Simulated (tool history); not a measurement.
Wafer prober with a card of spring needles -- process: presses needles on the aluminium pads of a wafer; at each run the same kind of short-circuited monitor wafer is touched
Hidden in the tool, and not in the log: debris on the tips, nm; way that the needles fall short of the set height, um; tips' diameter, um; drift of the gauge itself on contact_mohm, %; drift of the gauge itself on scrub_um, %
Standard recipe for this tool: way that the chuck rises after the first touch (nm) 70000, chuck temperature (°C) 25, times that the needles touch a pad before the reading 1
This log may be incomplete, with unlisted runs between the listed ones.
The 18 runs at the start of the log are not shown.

run	hour	way that the chuck rises after the first touch (nm)	chuck temperature (°C)	times that the needles touch a pad before the reading	touches since the tips were cleaned	cleanings since the card got new needles	touches since the first contact's height was set	resistance of one needle with its contact and lead (mohm)	way that a needle slides on the pad (nm)
19	121.9	50000	29	1	1315	24	96377	452	6270
20	129.5	75000	42	1	3323	24	98385	382	9470
# hour 131.5: tips cleaned on abrasive film
21	137.6	75000	42	1	1611	25	100511	316	9460
22	144.1	72000	42	1	3315	25	102215	383	9100
# hour 145.9: tips cleaned on abrasive film
23	150.5	56000	25	1	1206	26	103877	376	7060
24	154.6	56000	29	2	2297	26	104968	348	7020
# hour 160.4: tips cleaned on abrasive film
25	160.4	56000	29	2	0	27	106450	211	7020
26	165.6	88000	37	1	1389	27	107839	271	11130
27	171.9	59000	25	1	3035	27	109485	471	7410
# hour 174.9: tips cleaned on abrasive film
28	179.8	70000	51	1	1293	28	111556	310	8810
# hour 184.6: height of the first contact set anew
29	184.6	70000	51	1	2479	28	9	364	9000
# hour 189.6: tips cleaned on abrasive film
30	189.8	89000	63	3	64	29	1352	197	11420
31	197.7	70000	36	2	2133	29	3421	290	9020
32	202.9	71000	25	2	3515	29	4803	316	9110
# hour 203.8: tips cleaned on abrasive film
33	208.8	54000	61	2	1319	30	6324	313	6900
34	213.5	70000	72	1	2550	30	7555	374	8990

Forecast each of these 4 alternatives for the next run:
# hour 218.3: tips cleaned on abrasive film
A	218.6	70000	72	2	86	31	8886	?	?
# hour 218.3: tips cleaned on abrasive film
B	218.6	70000	55	1	86	31	8886	?	?
# hour 218.3: tips cleaned on abrasive film
C	218.6	56000	50	2	86	31	8886	?	?
# hour 218.3: tips cleaned on abrasive film
D	218.6	59000	28	2	86	31	8886	?	?

run	resistance of one needle with its contact and lead (mohm)	way that a needle slides on the pad (nm)
A	209	8960
B	211	8970
C	210	7200
D	207	7570
Without the tool's hidden state the same runs would have given:
run	resistance of one needle with its contact and lead (mohm)	way that a needle slides on the pad (nm)
A	198	8980
B	193	8980
C	194	7210
D	191	7590
